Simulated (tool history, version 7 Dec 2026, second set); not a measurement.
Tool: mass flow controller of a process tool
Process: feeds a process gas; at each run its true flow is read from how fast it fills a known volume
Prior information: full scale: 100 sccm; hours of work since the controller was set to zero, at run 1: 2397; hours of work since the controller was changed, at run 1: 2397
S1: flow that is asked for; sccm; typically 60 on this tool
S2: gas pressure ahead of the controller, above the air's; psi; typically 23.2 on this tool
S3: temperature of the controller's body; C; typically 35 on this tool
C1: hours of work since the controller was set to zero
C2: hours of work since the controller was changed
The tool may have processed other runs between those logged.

Run 1, hour 0.0: usual settings; C1 2397; C2 2397. Result: true flow (%) 97.57.
Run 2, hour 213.0: usual settings but S2 28.9 psi; C1 2518; C2 2518. Result: true flow (%) 97.49.
Run 3, hour 473.6: usual settings but S2 28.9 psi; C1 2666; C2 2666. Result: true flow (%) 97.53.
Run 4, hour 721.7: usual settings but S2 28.9 psi; C1 2807; C2 2807. Result: true flow (%) 97.43.
Run 5, hour 978.4: usual settings; C1 2953; C2 2953. Result: true flow (%) 97.36.
Run 6, hour 1225.1: usual settings; C1 3093; C2 3093. Result: true flow (%) 97.20.
Run 7, hour 1341.4: usual settings but S2 22.8 psi; C1 3159; C2 3159. Result: true flow (%) 97.14.
Run 8, hour 1461.0: usual settings but S1 28 sccm; C1 3227; C2 3227. Result: true flow (%) 94.34.
Run 9, hour 1651.2: usual settings; C1 3335; C2 3335. Result: true flow (%) 97.12.
Run 10, hour 1878.0: usual settings; C1 3464; C2 3464. Result: true flow (%) 96.96.
At hour 1891.2: controller's zero set anew.
Run 11, hour 2068.8: usual settings; C1 101; C2 3572. Result: true flow (%) 96.45.
Run 12, hour 2266.1: usual settings; C1 213; C2 3684. Result: true flow (%) 96.30.
Run 13, hour 2498.7: usual settings but S1 12 sccm; C1 345; C2 3816. Result: true flow (%) 84.90.
Run 14, hour 2694.8: usual settings but S1 12 sccm; C1 457; C2 3928. Result: true flow (%) 84.63.
Run 15, hour 2818.7: usual settings but S1 14 sccm, S2 33.1 psi, S3 25 C; C1 527; C2 3998. Result: true flow (%) 87.13.
At hour 2945.3: controller's zero set anew, once more.
Run 16, hour 3010.9: usual settings but S1 30 sccm, S3 39 C; C1 37; C2 4107. Result: true flow (%) 97.36.
Run 17, hour 3132.4: usual settings but S1 25 sccm, S2 29.4 psi, S3 39 C; C1 106; C2 4176. Result: true flow (%) 97.37.
Run 18, hour 3315.4: usual settings but S1 25 sccm, S2 29.4 psi, S3 39 C; C1 210; C2 4280. Result: true flow (%) 97.22.
Run 19, hour 3525.7: usual settings but S1 11 sccm, S2 29.4 psi, S3 36 C; C1 330; C2 4399. Result: true flow (%) 96.32.
Run 20, hour 3762.9: usual settings but S3 21 C; C1 464; C2 4534. Result: true flow (%) 99.27.
Run 21, hour 3998.2: usual settings but S3 21 C; C1 598; C2 4668. Result: true flow (%) 99.16.
Run 22, hour 4141.0: usual settings; C1 679; C2 4749. Result: true flow (%) 98.68.
Run 23, hour 4379.4: usual settings; C1 815; C2 4884. Result: true flow (%) 98.47.

Forecast each of these 4 alternatives for the next run:
Run A, hour 4548.4: usual settings but S1 84 sccm, S2 29.4 psi; C1 911; C2 4980. Result: true flow (%) ?.
Run B, hour 4548.4: usual settings but S1 27 sccm, S2 27.1 psi, S3 34 C; C1 911; C2 4980. Result: true flow (%) ?.
Run C, hour 4548.4: usual settings but S1 21 sccm, S2 40.2 psi, S3 26 C; C1 911; C2 4980. Result: true flow (%) ?.
Run D, hour 4548.4: usual settings but S2 23.5 psi, S3 38 C; C1 911; C2 4980. Result: true flow (%) ?.

run  true flow (%)
  A          99.43
  B          96.87
  C          97.19
  D          98.29
With no hidden state in the tool, these same runs would have given:
run  true flow (%)
  A          98.90
  B          96.99
  C          97.58
  D          97.89

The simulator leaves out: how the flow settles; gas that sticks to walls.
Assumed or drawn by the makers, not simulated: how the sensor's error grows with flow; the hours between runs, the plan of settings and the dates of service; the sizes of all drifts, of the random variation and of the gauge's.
